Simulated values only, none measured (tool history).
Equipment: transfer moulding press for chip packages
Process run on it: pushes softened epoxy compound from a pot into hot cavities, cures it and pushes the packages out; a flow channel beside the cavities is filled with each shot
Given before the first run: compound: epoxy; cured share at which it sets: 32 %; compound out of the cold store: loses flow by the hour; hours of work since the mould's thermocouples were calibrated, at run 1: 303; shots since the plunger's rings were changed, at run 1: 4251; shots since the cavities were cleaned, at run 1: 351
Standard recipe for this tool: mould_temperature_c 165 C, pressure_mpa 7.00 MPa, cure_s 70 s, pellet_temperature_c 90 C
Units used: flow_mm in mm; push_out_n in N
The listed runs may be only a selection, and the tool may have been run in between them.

| run | hour | mould_temperature_c | pressure_mpa | cure_s | pellet_temperature_c | hours of work since the mould's thermocouples were calibrated | shots since the plunger's rings were changed | shots since the cavities were cleaned | incoming compound's hours out of the cold store | flow_mm | push_out_n |
|---|---|---|---|---|---|---|---|---|---|---|---|
| 1 | 0.0 | 165 | 7.00 | 70 | 90 | 303 | 4251 | 351 | 9.1 | 538 | 421 |
| 2 | 5.6 | 165 | 7.00 | 70 | 90 | 308 | 4359 | 459 | 47.8 | 435 | 389 |
| 3 | 13.9 | 165 | 7.00 | 70 | 90 | 313 | 4517 | 617 | 21.4 | 491 | 446 |
|  | 22.4 | cavities cleaned with cleaning compound and waxed |
| 4 | 22.4 | 165 | 7.00 | 70 | 96 | 318 | 4651 | 0 | 43.1 | 450 | 255 |
| 5 | 30.4 | 165 | 7.00 | 70 | 96 | 324 | 4805 | 154 | 24.6 | 492 | 338 |
| 6 | 39.9 | 165 | 7.00 | 70 | 96 | 331 | 4986 | 335 | 17.6 | 503 | 398 |
| 7 | 51.5 | 165 | 7.00 | 60 | 90 | 339 | 5210 | 559 | 16.4 | 501 | 705 |
|  | 63.3 | cavities cleaned with cleaning compound and waxed |
| 8 | 63.7 | 165 | 7.00 | 60 | 90 | 347 | 5414 | 7 | 38.6 | 450 | 388 |
| 9 | 74.3 | 165 | 7.00 | 70 | 90 | 355 | 5617 | 210 | 11.3 | 516 | 372 |
|  | 76.9 | mould's thermocouples calibrated |
| 10 | 83.0 | 173 | 7.00 | 70 | 90 | 4 | 5745 | 338 | 24.2 | 467 | 261 |
| 11 | 95.2 | 173 | 7.00 | 70 | 90 | 13 | 5978 | 571 | 10.8 | 493 | 293 |
|  | 106.4 | cavities cleaned with cleaning compound and waxed |
| 12 | 107.7 | 169 | 7.00 | 70 | 90 | 21 | 6190 | 26 | 19.1 | 487 | 220 |
| 13 | 113.8 | 169 | 7.00 | 70 | 90 | 25 | 6306 | 142 | 20.2 | 476 | 257 |
| 14 | 121.0 | 169 | 7.00 | 70 | 90 | 30 | 6443 | 279 | 13.7 | 494 | 292 |
|  | 126.8 | plunger's sealing rings changed |
|  | 130.5 | mould's thermocouples calibrated, once more |
| 15 | 137.2 | 171 | 7.00 | 70 | 90 | 5 | 161 | 503 | 33.3 | 500 | 303 |
| 16 | 144.5 | 171 | 7.00 | 70 | 90 | 10 | 303 | 645 | 36.3 | 484 | 312 |
|  | 152.0 | cavities cleaned with cleaning compound and waxed |
| 17 | 158.0 | 171 | 7.00 | 70 | 90 | 19 | 532 | 115 | 38.8 | 478 | 213 |
| 18 | 169.4 | 165 | 8.68 | 70 | 90 | 27 | 749 | 332 | 31.1 | 562 | 371 |
| 19 | 181.6 | 165 | 8.68 | 70 | 90 | 36 | 984 | 567 | 23.7 | 592 | 446 |
| 20 | 187.9 | 171 | 8.68 | 70 | 82 | 40 | 1105 | 688 | 24.5 | 574 | 336 |
|  | 193.1 | cavities cleaned with cleaning compound and waxed |
| 21 | 195.8 | 165 | 5.80 | 70 | 91 | 45 | 1227 | 53 | 37.2 | 447 | 277 |
| 22 | 206.7 | 165 | 5.84 | 70 | 91 | 52 | 1435 | 261 | 18.1 | 498 | 354 |
| 23 | 215.5 | 165 | 5.84 | 67 | 100 | 59 | 1605 | 431 | 32.5 | 456 | 411 |
| 24 | 224.3 | 165 | 5.84 | 67 | 100 | 65 | 1772 | 598 | 23.1 | 477 | 464 |
|  | 233.3 | cavities cleaned with cleaning compound and waxed |
| 25 | 233.3 | 165 | 5.84 | 67 | 100 | 71 | 1917 | 0 | 34.7 | 449 | 257 |
| 26 | 241.6 | 170 | 5.84 | 67 | 100 | 76 | 2076 | 159 | 25.6 | 452 | 255 |
| 27 | 248.3 | 170 | 7.88 | 52 | 89 | 81 | 2204 | 287 | 39.6 | 498 | 561 |
| 28 | 255.1 | 160 | 6.81 | 78 | 85 | 86 | 2334 | 417 | 32.2 | 500 | 461 |
| 29 | 260.5 | 170 | 8.53 | 86 | 98 | 90 | 2437 | 520 | 19.2 | 558 | 271 |

Below are 3 alternative next runs, each starting from the tool's condition after run 29. Predict each:
|  | 274.1 | cavities cleaned with cleaning compound and waxed |
| A | 274.1 | 172 | 6.09 | 86 | 98 | 99 | 2670 | 0 | 26.9 | ? | ? |
|  | 274.1 | cavities cleaned with cleaning compound and waxed |
| B | 274.1 | 170 | 7.53 | 99 | 86 | 99 | 2670 | 0 | 10.2 | ? | ? |
|  | 274.1 | cavities cleaned with cleaning compound and waxed |
| C | 274.1 | 165 | 6.01 | 70 | 90 | 99 | 2670 | 0 | 28.5 | ? | ? |

| run | flow_mm | push_out_n |
|---|---|---|
| A | 456 | 166 |
| B | 563 | 165 |
| C | 463 | 261 |
Had the tool no hidden state, the same runs would have come out as:
| run | flow_mm | push_out_n |
|---|---|---|
| A | 477 | 165 |
| B | 589 | 164 |
| C | 484 | 264 |

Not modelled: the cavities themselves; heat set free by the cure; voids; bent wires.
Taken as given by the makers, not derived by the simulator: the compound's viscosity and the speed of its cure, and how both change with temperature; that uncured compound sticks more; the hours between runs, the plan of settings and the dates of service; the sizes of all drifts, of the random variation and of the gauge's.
